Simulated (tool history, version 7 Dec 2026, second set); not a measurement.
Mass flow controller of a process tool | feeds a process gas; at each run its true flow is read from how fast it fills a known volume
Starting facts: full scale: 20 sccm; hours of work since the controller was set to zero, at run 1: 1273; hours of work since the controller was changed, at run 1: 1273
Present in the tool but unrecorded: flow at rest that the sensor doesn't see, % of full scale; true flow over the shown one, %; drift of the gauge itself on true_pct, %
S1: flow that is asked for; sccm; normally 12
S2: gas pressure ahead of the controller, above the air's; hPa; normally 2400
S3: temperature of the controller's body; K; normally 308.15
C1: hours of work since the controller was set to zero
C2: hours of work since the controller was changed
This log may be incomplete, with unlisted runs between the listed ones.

Run 1, hour 0: usual settings; C1 1273; C2 1273. Result: true flow (%) 99.7.
Run 2, hour 67.8: usual settings; C1 1326; C2 1326. Result: true flow (%) 99.58.
Run 3, hour 126.3: usual settings; C1 1371; C2 1371. Result: true flow (%) 99.55.
Run 4, hour 181.6: usual settings; C1 1415; C2 1415. Result: true flow (%) 99.54.
Run 5, hour 284: usual settings but S3 297.15 K; C1 1495; C2 1495. Result: true flow (%) 99.27.
Run 6, hour 367.1: usual settings but S3 297.15 K; C1 1560; C2 1560. Result: true flow (%) 99.11.
Run 7, hour 428: usual settings but S1 11 sccm, S2 1510 hPa; C1 1607; C2 1607. Result: true flow (%) 99.72.
At hour 438: controller's zero set anew.
Run 8, hour 521.2: usual settings but S1 3 sccm, S2 1800 hPa, S3 296.15 K; C1 65; C2 1680. Result: true flow (%) 94.3.
Run 9, hour 577.7: usual settings but S1 9 sccm, S2 2750 hPa, S3 305.15 K; C1 109; C2 1724. Result: true flow (%) 98.17.
Run 10, hour 656.8: usual settings but S1 9 sccm, S2 2750 hPa, S3 305.15 K; C1 171; C2 1786. Result: true flow (%) 98.23.
Run 11, hour 720.3: usual settings but S1 9 sccm, S2 2750 hPa, S3 305.15 K; C1 221; C2 1835. Result: true flow (%) 98.32.

Same runs, no hidden state in the tool, same run-to-run variation:
run  true flow (%)
  1          99.52
  2          99.41
  3          99.38
  4          99.37
  5          99.08
  6          98.93
  7          99.61
  8          98.31
  9          98.84
 10          98.91
 11          99.01

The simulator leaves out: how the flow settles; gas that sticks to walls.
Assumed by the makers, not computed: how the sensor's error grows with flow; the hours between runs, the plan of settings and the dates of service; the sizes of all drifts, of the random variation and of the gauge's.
